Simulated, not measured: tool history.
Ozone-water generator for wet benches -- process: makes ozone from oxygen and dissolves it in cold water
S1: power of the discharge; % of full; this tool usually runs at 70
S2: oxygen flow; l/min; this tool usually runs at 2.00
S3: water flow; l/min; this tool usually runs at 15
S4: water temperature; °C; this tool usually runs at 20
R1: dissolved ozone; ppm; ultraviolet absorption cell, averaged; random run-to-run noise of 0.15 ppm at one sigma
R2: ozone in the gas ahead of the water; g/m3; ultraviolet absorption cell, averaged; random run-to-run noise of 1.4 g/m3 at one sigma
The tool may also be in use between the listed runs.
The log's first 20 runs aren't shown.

run,hour,S1,S2,S3,S4,R1,R2
21,3209.7,72,3.49,22,17,12.7,179.4
22,3374.0,47,1.19,12,21,15.7,266.1
23,3468.1,47,1.19,12,21,15.8,265.1
24,3567.9,70,1.48,17,20,13.8,287.3
25,3671.1,62,2.89,12,12,21.7,184.6
26,3774.8,98,2.77,11,12,28.9,235.5
# hour 3941.8: water thermometer calibrated
27,3950.1,98,2.77,11,12,29.0,235.9
28,4101.6,70,2.00,17,17,14.7,237.4
# hour 4134.1: contactor cleaned
29,4301.9,70,3.03,20,17,14.0,188.5
30,4457.0,70,3.03,20,17,13.8,185.9
31,4578.5,70,2.00,20,20,12.3,233.6
32,4765.1,47,2.00,20,28,9.5,191.5

Forecast each of these 5 alternatives for the next run:
A,4968.1,70,2.00,13,20,?,?
B,4968.1,40,2.00,14,23,?,?
C,4968.1,59,1.08,20,28,?,?
D,4968.1,70,2.00,10,20,?,?
E,4968.1,47,2.00,24,28,?,?

run,R1,R2
A,19.2,231.9
B,13.0,178.2
C,9.3,302.9
D,24.0,232.9
E,7.8,192.2
What these runs would have given with no unlogged condition in the tool:
run,R1,R2
A,21.9,262.5
B,14.4,194.6
C,10.6,338.9
D,27.4,263.4
E,8.7,212.0

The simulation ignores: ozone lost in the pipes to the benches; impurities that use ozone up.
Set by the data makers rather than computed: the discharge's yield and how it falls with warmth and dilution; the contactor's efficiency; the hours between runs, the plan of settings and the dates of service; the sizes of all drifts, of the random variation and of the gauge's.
